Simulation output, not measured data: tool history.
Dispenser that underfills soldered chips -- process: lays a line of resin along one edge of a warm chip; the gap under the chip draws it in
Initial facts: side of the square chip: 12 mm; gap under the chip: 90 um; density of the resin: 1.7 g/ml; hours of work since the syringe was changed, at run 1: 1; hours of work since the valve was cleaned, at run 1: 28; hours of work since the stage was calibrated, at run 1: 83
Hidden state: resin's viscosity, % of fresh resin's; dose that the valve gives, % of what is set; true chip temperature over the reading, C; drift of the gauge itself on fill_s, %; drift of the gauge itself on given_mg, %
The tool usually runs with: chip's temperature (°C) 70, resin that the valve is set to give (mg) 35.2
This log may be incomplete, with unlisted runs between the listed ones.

run	hour	chip's temperature (°C)	resin that the valve is set to give (mg)	hours of work since the syringe was changed	hours of work since the valve was cleaned	hours of work since the stage was calibrated	time until the resin shows at the far edge (s)	resin that the valve gave (mg)
1	0.0	70	35.2	1	28	83	25.9	34.11
2	5.3	70	35.2	4	31	86	30.0	33.97
# hour 8.4: new syringe of resin
3	8.4	70	35.2	0	33	88	25.2	34.00
4	12.0	70	35.2	2	35	90	27.2	33.82
# hour 17.7: new syringe of resin
5	17.7	70	35.2	0	38	93	26.2	33.99
6	21.3	70	34.9	2	41	95	27.8	33.28
7	25.6	65	35.2	5	43	98	38.3	33.71
# hour 27.0: new syringe of resin
8	29.6	65	35.2	2	45	100	33.6	33.82
9	33.4	65	35.2	4	48	103	37.2	33.32
# hour 36.6: new syringe of resin
10	37.3	65	35.2	0	50	105	33.1	33.46
11	41.9	79	40.6	3	53	108	19.4	38.50
12	44.8	79	36.1	5	54	109	20.3	34.21
# hour 46.1: new syringe of resin
13	48.1	76	38.6	1	56	111	20.2	36.67
14	52.5	55	39.4	4	59	114	61.9	37.10
# hour 55.7: new syringe of resin
15	55.9	61	39.4	0	61	116	38.8	37.35
16	58.3	67	35.2	2	62	117	31.2	33.10

Branching from run 16: 5 alternative next runs. What would each branch give?
A	61.5	56	30.6	3	64	119	?	?
B	61.5	77	35.4	3	64	119	?	?
C	61.5	81	37.5	3	64	119	?	?
D	61.5	64	35.2	3	64	119	?	?
E	61.5	65	45.0	3	64	119	?	?

run	time until the resin shows at the far edge (s)	resin that the valve gave (mg)
A	58.7	28.71
B	20.6	33.00
C	17.9	34.97
D	38.1	32.98
E	36.5	41.94
Without the tool's unlogged condition, the same runs would have read:
run	time until the resin shows at the far edge (s)	resin that the valve gave (mg)
A	48.8	30.65
B	17.3	35.22
C	15.2	37.33
D	31.9	35.20
E	31.0	44.78

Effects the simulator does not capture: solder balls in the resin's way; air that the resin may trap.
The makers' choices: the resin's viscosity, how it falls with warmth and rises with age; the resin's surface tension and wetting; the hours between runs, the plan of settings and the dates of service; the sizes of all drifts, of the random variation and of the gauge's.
